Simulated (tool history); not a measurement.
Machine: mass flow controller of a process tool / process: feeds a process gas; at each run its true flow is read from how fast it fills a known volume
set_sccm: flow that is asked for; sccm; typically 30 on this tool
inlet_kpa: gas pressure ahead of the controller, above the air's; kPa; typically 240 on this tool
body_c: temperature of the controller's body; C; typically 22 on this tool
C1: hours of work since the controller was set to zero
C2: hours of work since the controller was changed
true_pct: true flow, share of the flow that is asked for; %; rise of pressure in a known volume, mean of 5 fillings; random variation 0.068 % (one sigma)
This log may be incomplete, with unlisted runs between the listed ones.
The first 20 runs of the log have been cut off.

Run 21, hour 1456.3: usual settings but set_sccm 16 sccm, inlet_kpa 276 kPa, body_c 30 C; C1 2265; C2 2265. Result: true_pct 99.17 %.
Run 22, hour 1554.5: usual settings but body_c 27 C; C1 2314; C2 2314. Result: true_pct 98.92 %.
Run 23, hour 1643.7: usual settings but set_sccm 94 sccm, body_c 37 C; C1 2357; C2 2357. Result: true_pct 99.26 %.
Run 24, hour 1754.0: usual settings but set_sccm 40 sccm, inlet_kpa 153 kPa, body_c 28 C; C1 2412; C2 2412. Result: true_pct 99.13 %.
Run 25, hour 1807.4: usual settings but set_sccm 11 sccm, inlet_kpa 165 kPa; C1 2438; C2 2438. Result: true_pct 100.73 %.
Run 26, hour 1867.8: usual settings but set_sccm 11 sccm, inlet_kpa 165 kPa; C1 2468; C2 2468. Result: true_pct 100.71 %.
Run 27, hour 1951.1: usual settings but set_sccm 11 sccm, inlet_kpa 165 kPa; C1 2509; C2 2509. Result: true_pct 100.67 %.
Run 28, hour 2001.6: usual settings but set_sccm 19 sccm, inlet_kpa 271 kPa, body_c 20 C; C1 2533; C2 2533. Result: true_pct 99.41 %.
Run 29, hour 2068.3: usual settings but set_sccm 16 sccm, inlet_kpa 147 kPa, body_c 36 C; C1 2566; C2 2566. Result: true_pct 99.55 %.
Run 30, hour 2159.9: usual settings but set_sccm 51 sccm, inlet_kpa 233 kPa, body_c 36 C; C1 2611; C2 2611. Result: true_pct 98.74 %.
Run 31, hour 2263.2: usual settings but set_sccm 14 sccm, inlet_kpa 279 kPa, body_c 29 C; C1 2662; C2 2662. Result: true_pct 99.70 %.
Run 32, hour 2310.1: usual settings but set_sccm 34 sccm, inlet_kpa 279 kPa, body_c 24 C; C1 2685; C2 2685. Result: true_pct 98.84 %.
Run 33, hour 2379.4: usual settings but set_sccm 31 sccm, inlet_kpa 171 kPa, body_c 26 C; C1 2719; C2 2719. Result: true_pct 99.17 %.
Run 34, hour 2437.4: usual settings but inlet_kpa 148 kPa; C1 2747; C2 2747. Result: true_pct 99.39 %.
Run 35, hour 2513.5: usual settings but inlet_kpa 148 kPa; C1 2785; C2 2785. Result: true_pct 99.45 %.
Run 36, hour 2613.0: usual settings but inlet_kpa 148 kPa; C1 2834; C2 2834. Result: true_pct 99.48 %.
Run 37, hour 2707.4: usual settings but inlet_kpa 148 kPa; C1 2880; C2 2880. Result: true_pct 99.39 %.

Predict each of these 3 candidate next runs independently; none follows another, all start after run 37:
Run A, hour 2787.8: usual settings but body_c 30 C; C1 2920; C2 2920. Result: true_pct ?.
Run B, hour 2787.8: usual settings but inlet_kpa 203 kPa, body_c 33 C; C1 2920; C2 2920. Result: true_pct ?.
Run C, hour 2787.8: usual settings but inlet_kpa 156 kPa; C1 2920; C2 2920. Result: true_pct ?.

run  true_pct
  A     98.98
  B     98.96
  C     99.45
What these runs would have given with no unlogged condition in the tool:
run  true_pct
  A     98.34
  B     98.33
  C     98.81
